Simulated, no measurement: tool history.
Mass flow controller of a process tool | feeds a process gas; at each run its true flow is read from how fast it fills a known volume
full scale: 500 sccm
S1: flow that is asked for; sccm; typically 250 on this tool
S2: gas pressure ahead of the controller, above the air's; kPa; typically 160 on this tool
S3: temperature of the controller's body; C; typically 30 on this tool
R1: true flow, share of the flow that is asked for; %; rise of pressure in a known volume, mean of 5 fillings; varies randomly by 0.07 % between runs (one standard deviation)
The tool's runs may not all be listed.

Run 1, hour 0: usual settings. Result: R1 98.76 %.
Run 2, hour 208.2: usual settings but S1 67 sccm. Result: R1 97.57 %.
Run 3, hour 413: usual settings but S1 67 sccm. Result: R1 97.81 %.
Run 4, hour 638.5: usual settings but S1 67 sccm. Result: R1 97.65 %.
Run 5, hour 764.7: usual settings but S2 209 kPa. Result: R1 98.64 %.
Run 6, hour 881.7: usual settings but S2 209 kPa. Result: R1 98.66 %.
Run 7, hour 1097.5: usual settings but S1 115 sccm, S2 209 kPa. Result: R1 97.92 %.
Run 8, hour 1271.3: usual settings but S1 52 sccm, S3 24 C. Result: R1 97.47 %.
Run 9, hour 1448.5: usual settings but S1 52 sccm, S3 24 C. Result: R1 97.27 %.
Run 10, hour 1609.6: usual settings but S1 68 sccm, S2 155 kPa. Result: R1 98 %.
Run 11, hour 1813.2: usual settings but S1 265 sccm, S2 179 kPa. Result: R1 98.96 %.
Run 12, hour 2009.7: usual settings but S1 417 sccm, S2 212 kPa, S3 28 C. Result: R1 99.72 %.
Run 13, hour 2207: usual settings but S1 401 sccm, S2 256 kPa, S3 24 C. Result: R1 99.12 %.

The same runs without the tool's hidden state, with the same run-to-run variation:
The hidden state here: flow at rest that the sensor doesn't see, % of full scale; true flow over the shown one, %; drift of the gauge itself on true_pct, %.
run     R1
  1   98.9
  2  97.57
  3  97.75
  4  97.53
  5  98.66
  6  98.66
  7   97.8
  8  97.11
  9  96.86
 10  97.64
 11   98.8
 12  99.56
 13  98.92

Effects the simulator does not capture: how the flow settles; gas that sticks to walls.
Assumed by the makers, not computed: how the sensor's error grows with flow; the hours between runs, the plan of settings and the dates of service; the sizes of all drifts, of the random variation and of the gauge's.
